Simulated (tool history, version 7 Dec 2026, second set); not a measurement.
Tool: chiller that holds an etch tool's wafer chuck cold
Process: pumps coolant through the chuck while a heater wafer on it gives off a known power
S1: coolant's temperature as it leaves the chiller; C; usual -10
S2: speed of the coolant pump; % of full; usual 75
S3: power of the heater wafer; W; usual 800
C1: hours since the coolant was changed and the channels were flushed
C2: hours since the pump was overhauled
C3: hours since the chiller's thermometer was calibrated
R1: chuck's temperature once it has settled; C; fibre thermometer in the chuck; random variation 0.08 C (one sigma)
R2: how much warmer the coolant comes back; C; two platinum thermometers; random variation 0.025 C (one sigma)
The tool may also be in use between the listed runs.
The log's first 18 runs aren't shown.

run      day   S1  S2    S3    C1    C2    C3      R1    R2
 19   96.179   -9  76  1001  7760  4200  1537   -1.61   3.8
 20  102.146   -1  96   714  7903  4343  1680    3.18  2.11
 21  107.729   -7  81   413  8037  4477  1814   -4.26  1.48
 22  113.429   -7  76  1085  8174  4614  1951    0.92  4.07
 23  119.492  -18  78   642  8319  4759  2096  -13.31  2.36
 24  124.179    0  62   657  8432  4872  2209    5.78  3.09
 25  129.775  -15  69   800  8566  5006  2343   -8.67  3.38
 26  137.725  -15  86   800  8757  5197  2534   -9.72  2.65
 27  142.883   -5  79  1090  8880  5320  2658     2.7  4.01
 28  150.304   -3  95   604  9059  5499  2836    0.53   1.8
 29  156.321  -10  65   445  9203  5643  2980   -6.34  2.03
     159.938  -- coolant changed, channels flushed
 30  160.608    0  69   445    16  5740  3077    3.63  1.84
 31  167.417   -4  70   469   179  5903  3241   -0.23  1.93

Forecast each of these 3 alternatives for the next run:
  A  173.054   -6  68  469  315  6039  3376   ?   ?
  B  173.054  -17  90  448  315  6039  3376   ?   ?
  C  173.054   -5  70  469  315  6039  3376   ?   ?

run      R1    R2
  A   -2.33     2
  B  -14.25  1.47
  C   -1.37  1.94
Without the tool's hidden state the same runs would have given:
run      R1    R2
  A   -2.35  1.99
  B  -14.27  1.46
  C    -1.4  1.94
